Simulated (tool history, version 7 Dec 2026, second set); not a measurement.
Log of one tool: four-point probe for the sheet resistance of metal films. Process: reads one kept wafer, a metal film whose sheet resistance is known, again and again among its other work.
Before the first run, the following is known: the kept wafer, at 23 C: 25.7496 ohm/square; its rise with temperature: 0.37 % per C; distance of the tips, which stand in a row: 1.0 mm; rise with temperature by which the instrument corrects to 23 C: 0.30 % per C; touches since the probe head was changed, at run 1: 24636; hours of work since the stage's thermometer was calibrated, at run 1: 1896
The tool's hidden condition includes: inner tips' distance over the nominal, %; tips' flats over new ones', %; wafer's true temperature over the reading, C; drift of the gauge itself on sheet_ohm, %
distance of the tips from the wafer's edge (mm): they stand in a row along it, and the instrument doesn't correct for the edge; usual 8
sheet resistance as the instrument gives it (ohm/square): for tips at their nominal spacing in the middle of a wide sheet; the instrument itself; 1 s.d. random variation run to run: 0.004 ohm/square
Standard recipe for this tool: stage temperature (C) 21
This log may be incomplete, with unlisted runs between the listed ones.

| run | hour | stage temperature (C) | distance of the tips from the wafer's edge (mm) | touches since the probe head was changed | hours of work since the stage's thermometer was calibrated | sheet resistance as the instrument gives it (ohm/square) |
|---|---|---|---|---|---|---|
| 1 | 0 | 21 | 8 | 24636 | 1896 | 25.795564 |
| 2 | 27.7 | 21 | 43 | 25411 | 1912 | 25.588327 |
| 3 | 56.8 | 21 | 43 | 26223 | 1929 | 25.586353 |
| 4 | 91.5 | 21 | 43 | 27192 | 1949 | 25.585978 |
| 5 | 107.4 | 23 | 8 | 27636 | 1958 | 25.830553 |
| 6 | 134.4 | 23 | 8 | 28392 | 1974 | 25.829637 |
| 7 | 160.3 | 21 | 4 | 29116 | 1989 | 26.404088 |
| 8 | 177.5 | 21 | 8 | 29597 | 1999 | 25.791601 |
| 9 | 212.9 | 27 | 8 | 30586 | 2020 | 25.89569 |
| 10 | 231.3 | 21 | 8 | 31101 | 2031 | 25.789443 |
| 11 | 251 | 21 | 8 | 31652 | 2042 | 25.792184 |
| 12 | 281.7 | 21 | 8 | 32509 | 2060 | 25.790194 |
| 13 | 302.7 | 21 | 8 | 33096 | 2073 | 25.796361 |
| 14 | 323.4 | 21 | 8 | 33675 | 2085 | 25.790922 |
| 15 | 356.4 | 21 | 8 | 34598 | 2104 | 25.781508 |
| 16 | 372.5 | 21 | 8 | 35046 | 2113 | 25.790323 |
| 17 | 405.1 | 23 | 9 | 35959 | 2132 | 25.778227 |
| 18 | 437.6 | 28 | 5 | 36865 | 2151 | 26.237457 |
| 19 | 456.2 | 32 | 48 | 37385 | 2162 | 25.769316 |
| 20 | 472.1 | 35 | 31 | 37830 | 2172 | 25.827384 |
| 21 | 488.5 | 19 | 4 | 38289 | 2181 | 26.369682 |
| 22 | 505 | 23 | 39 | 38750 | 2191 | 25.619524 |
| 23 | 522.8 | 23 | 12 | 39246 | 2201 | 25.700282 |
| 24 | 540 | 23 | 12 | 39729 | 2211 | 25.707039 |
| 25 | 572.3 | 21 | 6 | 40630 | 2230 | 25.949176 |
| 26 | 595 | 26 | 14 | 41264 | 2243 | 25.734847 |
| 27 | 616.1 | 26 | 14 | 41856 | 2256 | 25.732726 |
| 28 | 651.2 | 26 | 29 | 42836 | 2276 | 25.687902 |
| 29 | 665.9 | 33 | 4 | 43247 | 2285 | 26.623262 |
| 30 | 692.5 | 34 | 11 | 43989 | 2300 | 25.910076 |
| 31 | 709.6 | 22 | 19 | 44466 | 2310 | 25.638168 |

Branching from run 31: 4 alternative next runs. What would each branch give?
| A | 730.9 | 32 | 19 | 45063 | 2323 | ? |
| B | 730.9 | 21 | 6 | 45063 | 2323 | ? |
| C | 730.9 | 21 | 8 | 45063 | 2323 | ? |
| D | 730.9 | 18 | 9 | 45063 | 2323 | ? |

| run | sheet resistance as the instrument gives it (ohm/square) |
|---|---|
| A | 25.797437 |
| B | 25.956697 |
| C | 25.790015 |
| D | 25.69083 |
Without the tool's hidden state the same runs would have given:
| run | sheet resistance as the instrument gives it (ohm/square) |
|---|---|
| A | 25.935042 |
| B | 26.098098 |
| C | 25.93054 |
| D | 25.831679 |

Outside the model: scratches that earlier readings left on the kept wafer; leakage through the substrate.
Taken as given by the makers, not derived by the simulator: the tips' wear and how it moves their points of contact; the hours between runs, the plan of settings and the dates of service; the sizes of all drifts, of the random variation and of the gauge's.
